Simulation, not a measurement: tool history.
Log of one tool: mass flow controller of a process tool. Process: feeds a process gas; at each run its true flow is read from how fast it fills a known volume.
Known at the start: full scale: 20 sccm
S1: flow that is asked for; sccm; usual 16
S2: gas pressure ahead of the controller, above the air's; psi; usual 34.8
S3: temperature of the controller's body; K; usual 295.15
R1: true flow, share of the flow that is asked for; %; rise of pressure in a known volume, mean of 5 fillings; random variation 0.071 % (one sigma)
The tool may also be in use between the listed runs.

run 1 hour=0.0 | S1=16 S2=34.8 S3=295.15 | R1=100.12
run 2 hour=102.1 | S1=16 S2=34.8 S3=295.15 | R1=100.33
run 3 hour=182.1 | S1=16 S2=34.8 S3=295.15 | R1=100.36
run 4 hour=275.7 | S1=16 S2=34.8 S3=295.15 | R1=100.48
run 5 hour=324.8 | S1=16 S2=34.8 S3=295.15 | R1=100.57
run 6 hour=368.7 | S1=16 S2=34.8 S3=295.15 | R1=100.46
run 7 hour=425.8 | S1=16 S2=34.8 S3=295.15 | R1=100.61
run 8 hour=524.3 | S1=16 S2=34.8 S3=295.15 | R1=100.64
run 9 hour=625.2 | S1=16 S2=34.8 S3=295.15 | R1=100.84
run 10 hour=722.3 | S1=16 S2=26.8 S3=295.15 | R1=100.63
run 11 hour=820.2 | S1=16 S2=26.8 S3=310.15 | R1=100.22
run 12 hour=886.3 | S1=6 S2=34.8 S3=295.15 | R1=100.92
run 13 hour=959.7 | S1=16 S2=34.8 S3=295.15 | R1=101.23
run 14 hour=1012.9 | S1=16 S2=34.8 S3=295.15 | R1=101.29
run 15 hour=1062.0 | S1=16 S2=34.8 S3=295.15 | R1=101.29
run 16 hour=1154.6 | S1=16 S2=34.8 S3=295.15 | R1=101.34
run 17 hour=1252.3 | S1=16 S2=34.8 S3=295.15 | R1=101.54
run 18 hour=1338.7 | S1=16 S2=34.8 S3=311.15 | R1=100.91
run 19 hour=1384.8 | S1=16 S2=34.8 S3=311.15 | R1=100.85
run 20 hour=1471.6 | S1=16 S2=34.2 S3=295.15 | R1=101.62
run 21 hour=1545.5 | S1=16 S2=30.0 S3=295.15 | R1=101.69
run 22 hour=1602.4 | S1=16 S2=30.0 S3=295.15 | R1=101.65
run 23 hour=1681.6 | S1=16 S2=30.0 S3=295.15 | R1=101.77
run 24 hour=1773.2 | S1=16 S2=30.0 S3=295.15 | R1=101.75
run 25 hour=1848.0 | S1=16 S2=30.0 S3=295.15 | R1=101.86
run 26 hour=1911.7 | S1=16 S2=23.2 S3=303.15 | R1=101.34
run 27 hour=2006.7 | S1=16 S2=34.8 S3=295.15 | R1=102.16
run 28 hour=2081.2 | S1=3 S2=34.4 S3=305.15 | R1=101.49
run 29 hour=2143.5 | S1=16 S2=23.6 S3=310.15 | R1=101.39
run 30 hour=2228.7 | S1=7 S2=23.6 S3=310.15 | R1=101.22
run 31 hour=2310.3 | S1=5 S2=34.8 S3=296.15 | R1=102.26
run 32 hour=2410.0 | S1=4 S2=25.4 S3=308.15 | R1=101.42
run 33 hour=2481.5 | S1=5 S2=25.4 S3=308.15 | R1=101.48
run 34 hour=2557.9 | S1=5 S2=25.4 S3=308.15 | R1=101.65
run 35 hour=2611.7 | S1=18 S2=34.8 S3=305.15 | R1=102.37
run 36 hour=2673.5 | S1=2 S2=35.2 S3=305.15 | R1=102.21
-- hour=2678.2 gauge calibrated
run 37 hour=2759.3 | S1=2 S2=35.2 S3=305.15 | R1=99.72
run 38 hour=2822.7 | S1=2 S2=35.2 S3=305.15 | R1=99.69
run 39 hour=2885.5 | S1=2 S2=35.2 S3=305.15 | R1=99.66
run 40 hour=2948.2 | S1=2 S2=35.2 S3=305.15 | R1=99.78
run 41 hour=2996.1 | S1=12 S2=35.7 S3=296.15 | R1=100.32
run 42 hour=3103.0 | S1=12 S2=35.7 S3=298.15 | R1=100.48
run 43 hour=3197.7 | S1=7 S2=25.1 S3=310.15 | R1=99.56
run 44 hour=3304.8 | S1=7 S2=25.1 S3=310.15 | R1=99.80
run 45 hour=3353.1 | S1=10 S2=23.4 S3=306.15 | R1=99.90
run 46 hour=3444.2 | S1=10 S2=23.4 S3=306.15 | R1=100.01
run 47 hour=3493.5 | S1=16 S2=24.8 S3=295.15 | R1=100.72

The same runs without the tool's hidden state, with the same run-to-run variation:
The hidden state here: flow at rest that the sensor doesn't see, % of full scale; true flow over the shown one, %; drift of the gauge itself on true_pct, %.
run=1 R1=100.12
run=2 R1=100.23
run=3 R1=100.18
run=4 R1=100.21
run=5 R1=100.25
run=6 R1=100.10
run=7 R1=100.20
run=8 R1=100.13
run=9 R1=100.23
run=10 R1=99.93
run=11 R1=99.43
run=12 R1=100.06
run=13 R1=100.29
run=14 R1=100.30
run=15 R1=100.26
run=16 R1=100.21
run=17 R1=100.31
run=18 R1=99.61
run=19 R1=99.51
run=20 R1=100.19
run=21 R1=100.19
run=22 R1=100.08
run=23 R1=100.13
run=24 R1=100.02
run=25 R1=100.06
run=26 R1=99.48
run=27 R1=100.20
run=28 R1=99.48
run=29 R1=99.32
run=30 R1=99.07
run=31 R1=100.01
run=32 R1=99.10
run=33 R1=99.09
run=34 R1=99.18
run=35 R1=99.83
run=36 R1=99.63
run=37 R1=99.66
run=38 R1=99.56
run=39 R1=99.47
run=40 R1=99.53
run=41 R1=100.01
run=42 R1=100.07
run=43 R1=99.06
run=44 R1=99.20
run=45 R1=99.25
run=46 R1=99.27
run=47 R1=99.93
